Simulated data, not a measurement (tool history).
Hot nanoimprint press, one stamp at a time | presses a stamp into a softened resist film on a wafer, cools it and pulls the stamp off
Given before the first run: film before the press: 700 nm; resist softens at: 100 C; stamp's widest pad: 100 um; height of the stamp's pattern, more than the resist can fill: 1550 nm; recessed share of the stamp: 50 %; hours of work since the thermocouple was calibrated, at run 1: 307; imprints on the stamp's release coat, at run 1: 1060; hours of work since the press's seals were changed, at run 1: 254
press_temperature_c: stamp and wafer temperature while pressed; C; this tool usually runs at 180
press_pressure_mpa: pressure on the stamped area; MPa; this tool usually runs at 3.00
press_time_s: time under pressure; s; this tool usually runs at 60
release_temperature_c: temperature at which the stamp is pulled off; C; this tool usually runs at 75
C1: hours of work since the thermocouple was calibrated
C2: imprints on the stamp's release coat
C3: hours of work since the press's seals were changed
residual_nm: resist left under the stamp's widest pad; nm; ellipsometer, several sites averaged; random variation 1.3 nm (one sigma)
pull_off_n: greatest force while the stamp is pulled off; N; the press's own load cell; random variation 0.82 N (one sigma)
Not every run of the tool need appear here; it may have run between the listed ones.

{"run": 1, "hour": 0.0, "press_temperature_c": 180, "press_pressure_mpa": 3.0, "press_time_s": 60, "release_temperature_c": 75, "C1": 307, "C2": 1060, "C3": 254, "residual_nm": 294.7, "pull_off_n": 124.2}
{"run": 2, "hour": 6.0, "press_temperature_c": 180, "press_pressure_mpa": 2.56, "press_time_s": 60, "release_temperature_c": 75, "C1": 310, "C2": 1079, "C3": 257, "residual_nm": 313.9, "pull_off_n": 124.7}
{"run": 3, "hour": 13.1, "press_temperature_c": 180, "press_pressure_mpa": 2.56, "press_time_s": 60, "release_temperature_c": 75, "C1": 314, "C2": 1103, "C3": 261, "residual_nm": 317.6, "pull_off_n": 124.6}
{"run": 4, "hour": 20.6, "press_temperature_c": 180, "press_pressure_mpa": 2.56, "press_time_s": 60, "release_temperature_c": 75, "C1": 318, "C2": 1127, "C3": 265, "residual_nm": 317.7, "pull_off_n": 125.6}
{"hour": 28.4, "done": "stamp cleaned and given a new release coat"}
{"run": 5, "hour": 34.8, "press_temperature_c": 180, "press_pressure_mpa": 2.56, "press_time_s": 60, "release_temperature_c": 75, "C1": 322, "C2": 21, "C3": 269, "residual_nm": 315.3, "pull_off_n": 107.8}
{"run": 6, "hour": 43.8, "press_temperature_c": 180, "press_pressure_mpa": 2.56, "press_time_s": 60, "release_temperature_c": 75, "C1": 327, "C2": 50, "C3": 274, "residual_nm": 316.0, "pull_off_n": 109.5}
{"hour": 47.9, "done": "plate thermocouple calibrated"}
{"run": 7, "hour": 53.9, "press_temperature_c": 180, "press_pressure_mpa": 3.0, "press_time_s": 109, "release_temperature_c": 75, "C1": 3, "C2": 73, "C3": 277, "residual_nm": 238.4, "pull_off_n": 110.7}
{"run": 8, "hour": 59.2, "press_temperature_c": 180, "press_pressure_mpa": 1.8, "press_time_s": 60, "release_temperature_c": 75, "C1": 6, "C2": 91, "C3": 280, "residual_nm": 376.7, "pull_off_n": 110.9}
{"run": 9, "hour": 68.4, "press_temperature_c": 180, "press_pressure_mpa": 3.17, "press_time_s": 52, "release_temperature_c": 77, "C1": 10, "C2": 121, "C3": 284, "residual_nm": 314.7, "pull_off_n": 108.6}
{"run": 10, "hour": 80.7, "press_temperature_c": 180, "press_pressure_mpa": 2.55, "press_time_s": 52, "release_temperature_c": 77, "C1": 17, "C2": 161, "C3": 291, "residual_nm": 345.0, "pull_off_n": 109.3}
{"hour": 87.8, "done": "plate thermocouple calibrated, once more"}
{"run": 11, "hour": 94.2, "press_temperature_c": 180, "press_pressure_mpa": 2.55, "press_time_s": 52, "release_temperature_c": 77, "C1": 3, "C2": 195, "C3": 296, "residual_nm": 314.3, "pull_off_n": 107.9}
{"run": 12, "hour": 101.4, "press_temperature_c": 180, "press_pressure_mpa": 2.55, "press_time_s": 52, "release_temperature_c": 77, "C1": 7, "C2": 219, "C3": 300, "residual_nm": 315.6, "pull_off_n": 106.4}
{"run": 13, "hour": 113.8, "press_temperature_c": 180, "press_pressure_mpa": 3.74, "press_time_s": 34, "release_temperature_c": 75, "C1": 13, "C2": 259, "C3": 306, "residual_nm": 310.9, "pull_off_n": 109.9}

Predict each of these 4 candidate next runs independently; none follows another, all start after run 13:
{"run": "A", "hour": 124.8, "press_temperature_c": 180, "press_pressure_mpa": 3.0, "press_time_s": 60, "release_temperature_c": 61, "C1": 19, "C2": 295, "C3": 311, "residual_nm": "?", "pull_off_n": "?"}
{"run": "B", "hour": 124.8, "press_temperature_c": 180, "press_pressure_mpa": 2.57, "press_time_s": 31, "release_temperature_c": 67, "C1": 19, "C2": 295, "C3": 311, "residual_nm": "?", "pull_off_n": "?"}
{"run": "C", "hour": 124.8, "press_temperature_c": 182, "press_pressure_mpa": 3.0, "press_time_s": 60, "release_temperature_c": 75, "C1": 19, "C2": 295, "C3": 311, "residual_nm": "?", "pull_off_n": "?"}
{"run": "D", "hour": 124.8, "press_temperature_c": 175, "press_pressure_mpa": 3.0, "press_time_s": 60, "release_temperature_c": 75, "C1": 19, "C2": 295, "C3": 311, "residual_nm": "?", "pull_off_n": "?"}

run=A residual_nm=275.4 pull_off_n=135.0
run=B residual_nm=375.9 pull_off_n=123.4
run=C residual_nm=254.4 pull_off_n=111.7
run=D residual_nm=349.3 pull_off_n=112.2
With no hidden state in the tool, these same runs would have given:
run=A residual_nm=271.3 pull_off_n=129.8
run=B residual_nm=371.6 pull_off_n=118.6
run=C residual_nm=250.4 pull_off_n=107.4
run=D residual_nm=344.5 pull_off_n=107.9
